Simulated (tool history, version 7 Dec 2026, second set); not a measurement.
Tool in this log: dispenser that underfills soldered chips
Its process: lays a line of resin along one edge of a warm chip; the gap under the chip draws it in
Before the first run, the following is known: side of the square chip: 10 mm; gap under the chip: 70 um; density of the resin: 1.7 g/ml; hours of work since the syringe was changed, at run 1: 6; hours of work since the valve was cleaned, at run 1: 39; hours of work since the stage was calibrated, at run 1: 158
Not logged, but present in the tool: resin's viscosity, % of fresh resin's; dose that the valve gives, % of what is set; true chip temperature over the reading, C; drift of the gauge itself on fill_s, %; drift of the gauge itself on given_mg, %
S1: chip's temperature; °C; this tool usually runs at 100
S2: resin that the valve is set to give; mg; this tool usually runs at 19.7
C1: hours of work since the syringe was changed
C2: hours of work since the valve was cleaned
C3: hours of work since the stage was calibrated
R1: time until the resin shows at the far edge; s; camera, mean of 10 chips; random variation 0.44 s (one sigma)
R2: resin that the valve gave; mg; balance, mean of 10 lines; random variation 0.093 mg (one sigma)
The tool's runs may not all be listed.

Run 1, hour 0.0: usual settings; C1 6; C2 39; C3 158. Result: R1 45.3 s, R2 19.32 mg.
At hour 7.0: new syringe of resin.
Run 2, hour 15.8: usual settings; C1 6; C2 49; C3 168. Result: R1 44.0 s, R2 19.46 mg.
At hour 22.4: new syringe of resin.
Run 3, hour 29.0: usual settings; C1 4; C2 57; C3 176. Result: R1 39.6 s, R2 19.42 mg.
At hour 37.3: new syringe of resin.
At hour 39.7: dispensing valve cleaned and set on the balance.
Run 4, hour 41.6: usual settings but S2 18.0 mg; C1 2; C2 1; C3 184. Result: R1 34.9 s, R2 17.99 mg.
Run 5, hour 51.2: usual settings but S2 18.0 mg; C1 8; C2 8; C3 190. Result: R1 49.9 s, R2 18.01 mg.
At hour 53.7: new syringe of resin.
Run 6, hour 67.5: usual settings but S2 18.0 mg; C1 9; C2 18; C3 200. Result: R1 52.6 s, R2 17.86 mg.
At hour 68.8: new syringe of resin.
Run 7, hour 79.2: usual settings but S2 18.0 mg; C1 7; C2 26; C3 208. Result: R1 47.3 s, R2 17.99 mg.
At hour 83.9: new syringe of resin.
Run 8, hour 87.1: usual settings; C1 2; C2 30; C3 213. Result: R1 35.1 s, R2 19.58 mg.
At hour 99.4: new syringe of resin.
Run 9, hour 104.0: usual settings; C1 3; C2 41; C3 224. Result: R1 36.5 s, R2 19.53 mg.
At hour 115.5: new syringe of resin.
Run 10, hour 119.0: usual settings but S2 25.5 mg; C1 2; C2 51; C3 233. Result: R1 34.6 s, R2 24.92 mg.
Run 11, hour 127.7: usual settings but S2 20.3 mg; C1 8; C2 57; C3 239. Result: R1 48.2 s, R2 19.98 mg.
At hour 130.5: new syringe of resin.
At hour 139.0: dispensing valve cleaned and set on the balance.
Run 12, hour 139.2: usual settings but S2 20.3 mg; C1 5; C2 0; C3 246. Result: R1 40.5 s, R2 20.31 mg.
At hour 147.1: new syringe of resin.
Run 13, hour 147.2: usual settings but S1 97 °C; C1 0; C2 5; C3 251. Result: R1 33.1 s, R2 19.67 mg.
Run 14, hour 154.7: usual settings but S1 92 °C; C1 5; C2 10; C3 256. Result: R1 52.7 s, R2 19.70 mg.
At hour 162.3: new syringe of resin.
Run 15, hour 162.7: usual settings but S1 103 °C; C1 0; C2 15; C3 261. Result: R1 27.6 s, R2 19.52 mg.
Run 16, hour 174.1: usual settings but S1 103 °C; C1 8; C2 23; C3 268. Result: R1 42.7 s, R2 19.47 mg.
At hour 178.1: new syringe of resin.
Run 17, hour 191.0: usual settings; C1 8; C2 33; C3 279. Result: R1 50.8 s, R2 19.35 mg.
At hour 193.9: new syringe of resin.
Run 18, hour 203.5: usual settings but S2 24.2 mg; C1 6; C2 41; C3 287. Result: R1 42.6 s, R2 23.81 mg.
At hour 208.7: new syringe of resin.
Run 19, hour 211.5: usual settings but S2 24.2 mg; C1 2; C2 46; C3 292. Result: R1 34.1 s, R2 23.91 mg.
At hour 223.5: new syringe of resin.
Run 20, hour 223.5: usual settings but S1 113 °C, S2 18.5 mg; C1 0; C2 54; C3 300. Result: R1 20.1 s, R2 18.35 mg.
Run 21, hour 231.9: usual settings but S1 113 °C, S2 18.5 mg; C1 5; C2 60; C3 305. Result: R1 28.1 s, R2 17.97 mg.
At hour 238.6: new syringe of resin.
At hour 239.6: dispensing valve cleaned and set on the balance.
Run 22, hour 240.4: usual settings but S1 91 °C, S2 22.8 mg; C1 1; C2 1; C3 310. Result: R1 43.4 s, R2 22.87 mg.
Run 23, hour 253.0: usual settings; C1 9; C2 9; C3 318. Result: R1 51.3 s, R2 19.59 mg.
At hour 254.4: new syringe of resin.
Run 24, hour 260.4: usual settings; C1 4; C2 13; C3 323. Result: R1 38.6 s, R2 19.72 mg.
At hour 269.6: new syringe of resin.
Run 25, hour 270.3: usual settings; C1 0; C2 20; C3 329. Result: R1 31.6 s, R2 19.74 mg.
Run 26, hour 277.8: usual settings; C1 5; C2 25; C3 334. Result: R1 42.5 s, R2 19.55 mg.
At hour 284.7: new syringe of resin.
Run 27, hour 286.1: usual settings but S1 111 °C, S2 24.1 mg; C1 1; C2 30; C3 339. Result: R1 22.0 s, R2 23.80 mg.
Run 28, hour 295.0: usual settings but S1 111 °C, S2 17.6 mg; C1 7; C2 36; C3 345. Result: R1 31.7 s, R2 17.33 mg.
At hour 299.7: new syringe of resin.
Run 29, hour 303.7: usual settings but S1 115 °C, S2 17.2 mg; C1 3; C2 41; C3 351. Result: R1 22.6 s, R2 17.03 mg.
At hour 315.2: new syringe of resin.
Run 30, hour 316.2: usual settings but S1 95 °C, S2 19.8 mg; C1 1; C2 49; C3 359. Result: R1 36.6 s, R2 19.47 mg.
Run 31, hour 323.6: usual settings but S1 97 °C, S2 18.8 mg; C1 6; C2 54; C3 363. Result: R1 45.5 s, R2 18.60 mg.
At hour 330.5: new syringe of resin.
At hour 339.0: dispensing valve cleaned and set on the balance.
Run 32, hour 339.0: usual settings but S1 89 °C, S2 17.2 mg; C1 5; C2 0; C3 373. Result: R1 60.0 s, R2 17.16 mg.
At hour 346.6: new syringe of resin.
Run 33, hour 348.2: usual settings but S1 105 °C, S2 23.3 mg; C1 1; C2 6; C3 378. Result: R1 25.6 s, R2 23.26 mg.
At hour 361.9: new syringe of resin.
Run 34, hour 363.0: usual settings but S1 105 °C, S2 20.0 mg; C1 1; C2 15; C3 388. Result: R1 26.7 s, R2 19.96 mg.
Run 35, hour 372.5: usual settings but S1 98 °C, S2 20.0 mg; C1 7; C2 22; C3 394. Result: R1 48.4 s, R2 19.77 mg.
At hour 376.8: new syringe of resin.
Run 36, hour 387.3: usual settings but S1 98 °C, S2 20.0 mg; C1 7; C2 31; C3 404. Result: R1 46.8 s, R2 19.66 mg.

Below, each run's measurement less what the same run would have read without the hidden state. Both values contain the same run-to-run variation, but the gauge's scatter may not be the same in both:
run     R1     R2
  1  +11.5  -0.30
  2  +11.8  -0.38
  3   +7.6  -0.44
  4   +2.2  +0.00
  5  +17.6  -0.04
  6  +20.1  -0.12
  7  +14.1  -0.17
  8   +2.2  -0.22
  9   +4.3  -0.30
 10   +2.3  -0.49
 11  +16.1  -0.44
 12   +8.8  +0.02
 13   -2.2  -0.01
 14  +10.4  -0.05
 15   -1.7  -0.09
 16  +13.4  -0.15
 17  +17.7  -0.22
 18  +10.6  -0.34
 19   +1.9  -0.39
 20   -1.2  -0.36
 21   +6.4  -0.39
 22   -1.2  +0.04
 23  +18.8  -0.03
 24   +5.9  -0.07
 25   -1.7  -0.11
 26   +8.7  -0.14
 27   -0.8  -0.22
 28   +8.3  -0.20
 29   +2.0  -0.23
 30   -1.7  -0.33
 31   +9.7  -0.35
 32  +10.8  -0.04
 33   -0.9  -0.11
 34   -1.1  -0.17
 35  +13.1  -0.21
 36  +12.7  -0.29
